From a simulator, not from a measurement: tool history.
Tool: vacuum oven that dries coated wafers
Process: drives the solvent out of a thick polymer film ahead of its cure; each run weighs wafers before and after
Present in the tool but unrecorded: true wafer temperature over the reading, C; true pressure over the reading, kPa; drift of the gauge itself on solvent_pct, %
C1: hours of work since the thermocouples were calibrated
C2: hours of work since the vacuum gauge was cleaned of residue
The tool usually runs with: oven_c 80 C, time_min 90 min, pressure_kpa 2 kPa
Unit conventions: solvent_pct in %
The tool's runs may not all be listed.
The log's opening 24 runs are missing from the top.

Run 25, hour 1478.7: usual settings but oven_c 77 C, time_min 105 min, pressure_kpa 1.75 kPa; C1 1258; C2 1659. Result: solvent_pct 1.75 %.
At hour 1503.1: oven's thermocouples calibrated.
Run 26, hour 1520.3: usual settings but oven_c 75 C, time_min 105 min, pressure_kpa 2.25 kPa; C1 12; C2 1688. Result: solvent_pct 2.42 %.
Run 27, hour 1558: usual settings but oven_c 73 C; C1 40; C2 1715. Result: solvent_pct 3.39 %.
Run 28, hour 1638.3: usual settings but oven_c 92 C, pressure_kpa 3.49 kPa; C1 98; C2 1773. Result: solvent_pct 0.99 %.
Run 29, hour 1699.4: usual settings but oven_c 67 C, time_min 83 min, pressure_kpa 4.15 kPa; C1 142; C2 1817. Result: solvent_pct 6.4 %.
Run 30, hour 1745.7: usual settings but oven_c 67 C, time_min 83 min, pressure_kpa 4.15 kPa; C1 175; C2 1850. Result: solvent_pct 6.51 %.
Run 31, hour 1784.8: usual settings but oven_c 67 C, time_min 83 min, pressure_kpa 4.15 kPa; C1 203; C2 1879. Result: solvent_pct 6.47 %.
Run 32, hour 1833.4: usual settings but oven_c 87 C, time_min 140 min, pressure_kpa 6.55 kPa; C1 238; C2 1914. Result: solvent_pct 2.14 %.
Run 33, hour 1912.6: usual settings but oven_c 70 C, time_min 100 min, pressure_kpa 4.78 kPa; C1 296; C2 1971. Result: solvent_pct 5.31 %.
Run 34, hour 1987.6: usual settings but oven_c 70 C, time_min 100 min, pressure_kpa 4.78 kPa; C1 350; C2 2025. Result: solvent_pct 5.3 %.
Run 35, hour 2039.5: usual settings but oven_c 85 C, time_min 158 min, pressure_kpa 6.81 kPa; C1 387; C2 2062. Result: solvent_pct 2.31 %.
Run 36, hour 2089.5: usual settings but oven_c 85 C, time_min 54 min, pressure_kpa 6.81 kPa; C1 423; C2 2099. Result: solvent_pct 3.15 %.
Run 37, hour 2165.9: usual settings but time_min 71 min, pressure_kpa 2.27 kPa; C1 478; C2 2154. Result: solvent_pct 2.34 %.
Run 38, hour 2225: usual settings but oven_c 68 C, time_min 145 min; C1 521; C2 2196. Result: solvent_pct 3.35 %.
Run 39, hour 2282.1: usual settings but oven_c 81 C, time_min 151 min, pressure_kpa 3.65 kPa; C1 562; C2 2238. Result: solvent_pct 1.67 %.
Run 40, hour 2319.6: usual settings but oven_c 81 C, time_min 151 min, pressure_kpa 3.65 kPa; C1 589; C2 2265. Result: solvent_pct 1.57 %.
Run 41, hour 2391.7: usual settings but oven_c 78 C; C1 641; C2 2317. Result: solvent_pct 2.04 %.
Run 42, hour 2455.9: usual settings but oven_c 73 C, time_min 124 min, pressure_kpa 3.93 kPa; C1 688; C2 2363. Result: solvent_pct 3.33 %.
Run 43, hour 2539: usual settings but oven_c 77 C, time_min 82 min, pressure_kpa 2.51 kPa; C1 748; C2 2423. Result: solvent_pct 2.79 %.
Run 44, hour 2612.5: usual settings but oven_c 77 C, time_min 82 min, pressure_kpa 2.51 kPa; C1 801; C2 2476. Result: solvent_pct 2.79 %.
Run 45, hour 2651.2: usual settings but oven_c 77 C, time_min 82 min, pressure_kpa 2.51 kPa; C1 829; C2 2504. Result: solvent_pct 2.83 %.
Run 46, hour 2693.2: usual settings but pressure_kpa 4.86 kPa; C1 859; C2 2534. Result: solvent_pct 2.71 %.
Run 47, hour 2730.6: usual settings but time_min 97 min; C1 886; C2 2561. Result: solvent_pct 1.51 %.
Run 48, hour 2800.4: usual settings but time_min 97 min; C1 936; C2 2612. Result: solvent_pct 1.51 %.

3 options for the next run, each taken on its own from the tool as it stands now. Forecast them:
Run A, hour 2842.8: usual settings but oven_c 81 C, time_min 158 min, pressure_kpa 6.98 kPa; C1 967; C2 2642. Result: solvent_pct ?.
Run B, hour 2842.8: usual settings but oven_c 68 C, time_min 103 min, pressure_kpa 4.11 kPa; C1 967; C2 2642. Result: solvent_pct ?.
Run C, hour 2842.8: usual settings but oven_c 88 C, pressure_kpa 5.94 kPa; C1 967; C2 2642. Result: solvent_pct ?.

run  solvent_pct
  A         2.85
  B         5.59
  C         1.88
With no hidden state in the tool, these same runs would have given:
run  solvent_pct
  A         2.83
  B         5.55
  C         1.86
